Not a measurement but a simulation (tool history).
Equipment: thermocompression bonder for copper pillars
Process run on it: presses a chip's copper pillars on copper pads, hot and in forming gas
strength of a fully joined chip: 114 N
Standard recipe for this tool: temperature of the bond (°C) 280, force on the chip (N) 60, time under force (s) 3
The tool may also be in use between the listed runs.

run     day  temperature of the bond (°C)  force on the chip (N)  time under force (s)  force that shears a chip off (N)
  1   0.000                           280                     60                     3                              58.5
  2   1.712                           280                     60                     9                              80.2
      2.442  -- forming gas filter changed
  3   3.417                           280                     60                     9                              81.9
  4   6.558                           280                     60                     9                              81.8
  5   8.750                           280                     60                     2                              51.8
      8.942  -- force cell calibrated
  6  11.542                           280                     60                     2                              52.2
  7  14.329                           280                     60                     2                              52.4
  8  16.408                           280                     60                     2                              52.9
  9  18.312                           280                     51                     3                              52.2
     18.838  -- force cell calibrated, once more
 10  20.458                           280                     51                     3                              48.4
 11  22.458                           280                     51                     3                              48.5
 12  24.429                           301                     82                     2                              80.7
 13  26.950                           280                     60                     3                              56.2

What if the next run were any one of these 3? Each begins from the tool's condition after run 13:
  A  28.812                           298                     60                     3                                 ?
  B  28.812                           267                     60                     7                                 ?
  C  28.812                           263                     60                     4                                 ?

run  force that shears a chip off (N)
  A                              70.1
  B                              61.9
  C                              48.2
With no hidden state in the tool, these same runs would have given:
run  force that shears a chip off (N)
  A                              70.1
  B                              61.8
  C                              48.0
